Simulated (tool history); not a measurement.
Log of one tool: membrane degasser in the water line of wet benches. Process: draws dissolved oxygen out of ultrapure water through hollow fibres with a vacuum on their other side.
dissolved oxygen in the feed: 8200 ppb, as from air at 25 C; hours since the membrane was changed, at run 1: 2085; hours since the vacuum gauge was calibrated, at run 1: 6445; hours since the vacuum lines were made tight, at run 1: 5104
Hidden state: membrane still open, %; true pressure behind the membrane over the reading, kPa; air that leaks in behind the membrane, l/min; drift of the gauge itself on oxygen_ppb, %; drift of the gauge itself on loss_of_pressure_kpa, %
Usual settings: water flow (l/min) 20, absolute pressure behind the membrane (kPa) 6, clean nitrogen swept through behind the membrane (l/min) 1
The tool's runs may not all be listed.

run,hour,water flow (l/min),absolute pressure behind the membrane (kPa),clean nitrogen swept through behind the membrane (l/min),hours since the membrane was changed,hours since the vacuum gauge was calibrated,hours since the vacuum lines were made tight,dissolved oxygen in the water behind the degasser (ppb),pressure that the water loses in the fibres (kPa)
1,0,20,6,1,2085,6445,5104,172.7,33.92
2,119.9,20,6,1,2205,6565,5223,174.3,34.03
3,259.3,20,6,0.49,2344,6705,5363,283.8,34.04
4,402.5,20,6,0.49,2487,6848,5506,286.2,34.07
5,631.5,20,6.08,1,2716,7077,5735,176.5,33.88
6,766.9,20,6,2.14,2852,7212,5870,108,34.52
7,978.1,15,6,1,3063,7423,6082,126.4,25.85
# hour 1008.5: vacuum gauge calibrated
8,1220.8,15,6,1,3305,212,6324,129.6,25.43
9,1353.1,15,6,1,3438,345,6456,131.7,25.67
10,1541.8,20,12.76,1,3626,533,6645,467.3,34.17
11,1728.4,20,12.76,1,3813,720,6832,466.5,34.26
12,1841.6,20,6,1,3926,833,6945,187,34.35
13,2058.3,20,6,1,4143,1050,7161,188.9,34.7
14,2190.5,20,6,1,4275,1182,7294,189.3,34.62
15,2321.2,20,6,1,4406,1313,7424,190.2,34.32
# hour 2466.7: vacuum gauge calibrated, once more
16,2466.7,20,6,1,4551,0,7569,161.9,34.53
17,2649.9,20,6,1,4734,183,7752,161,34.92
18,2870.2,20,6,1,4954,404,7973,163.1,34.52
19,3051.1,13,13.14,0.95,5135,584,8154,321.9,22.36
# hour 3093.9: seals of the vacuum lines changed
20,3229.3,13,13.14,0.95,5311,761,135,314,22.69
21,3438.7,13,13.14,0.95,5521,970,345,313.2,22.77
22,3571.9,20,6,2.29,5654,1103,478,98.1,34.78
23,3784.7,21,6,1,5867,1316,691,175.5,36.54
24,3942.7,12,7.25,0.72,6025,1474,849,158.1,20.63
25,4084.4,29,7.38,1.06,6166,1616,990,345.2,50.8
26,4306.2,29,7.38,1.06,6388,1838,1212,339.1,50.62
27,4506.1,29,7.38,1.06,6588,2037,1412,339,50.71
28,4744,17,8.98,1.12,6826,2275,1650,228.1,29.84
29,4849.7,17,8.98,1.12,6932,2381,1756,225.5,29.79
30,5006.2,22,6,1.26,7088,2538,1912,168,38.69
31,5119.2,22,6,1.26,7201,2651,2025,166.8,38.91

The same runs without the tool's hidden state, with the same run-to-run variation:
run,dissolved oxygen in the water behind the degasser (ppb),pressure that the water loses in the fibres (kPa)
1,153.3,33.39
2,154.2,33.46
3,251,33.44
4,252.5,33.43
5,154.8,33.19
6,94.3,33.79
7,108.8,25.27
8,106.5,24.81
9,108.1,25.02
10,434.9,33.26
11,433.5,33.29
12,153.6,33.36
13,154.4,33.65
14,154.4,33.54
15,154.7,33.21
16,154.8,33.38
17,153.2,33.72
18,154.4,33.27
19,313.3,21.52
20,311,21.82
21,309.6,21.87
22,88.9,33.36
23,163.2,35
24,153.1,19.72
25,322,48.54
26,315.1,48.29
27,313.8,48.31
28,217.2,28.38
29,214.4,28.3
30,149.9,36.73
31,148.5,36.92

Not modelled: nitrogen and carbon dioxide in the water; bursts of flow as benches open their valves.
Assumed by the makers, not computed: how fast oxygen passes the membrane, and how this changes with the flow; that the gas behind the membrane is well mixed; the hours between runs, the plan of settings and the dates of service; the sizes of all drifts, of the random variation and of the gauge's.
